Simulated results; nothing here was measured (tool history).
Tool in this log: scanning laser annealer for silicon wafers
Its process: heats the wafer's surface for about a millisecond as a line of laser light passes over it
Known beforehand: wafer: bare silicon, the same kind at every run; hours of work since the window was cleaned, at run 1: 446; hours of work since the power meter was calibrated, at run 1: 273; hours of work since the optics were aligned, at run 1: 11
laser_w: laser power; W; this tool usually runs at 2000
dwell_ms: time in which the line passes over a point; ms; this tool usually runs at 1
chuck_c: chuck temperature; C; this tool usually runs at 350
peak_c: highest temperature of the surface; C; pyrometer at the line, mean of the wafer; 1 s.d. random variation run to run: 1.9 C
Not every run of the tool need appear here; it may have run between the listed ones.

run   hour  laser_w  dwell_ms  chuck_c  hours of work since the window was cleaned  hours of work since the power meter was calibrated  hours of work since the optics were aligned  peak_c
  1      0     2000         1      350                                         446                                                 273                                           11    1062
      33.3  -- window over the wafer cleaned
  2   34.8     2000         1      350                                           1                                                 291                                           29    1077
  3   69.9     2000         1      350                                          20                                                 310                                           48    1082
  4   85.7     2000         1      350                                          28                                                 318                                           56    1081
  5  106.5     2000         1      325                                          40                                                 329                                           68    1055
  6  131.6     2000      0.72      350                                          53                                                 343                                           81     980
  7  151.7     2000         1      344                                          64                                                 354                                           92    1069
  8  178.9     2000         1      344                                          79                                                 368                                          107    1071
  9  212.9     2000         1      344                                          97                                                 387                                          125    1068
 10  230.7     1941      1.01      384                                         107                                                 396                                          135    1081
 11  256.8     1883      0.85      313                                         121                                                 410                                          149     933

Predict the results of run 12:
 12  272.4     2000         1      321                                         129                                                 419                                          157       ?

Logged for run 12: peak_c 1042 C.
On a tool with no hidden condition, and with the same random variation, this run would have come out at peak_c 1055 C.
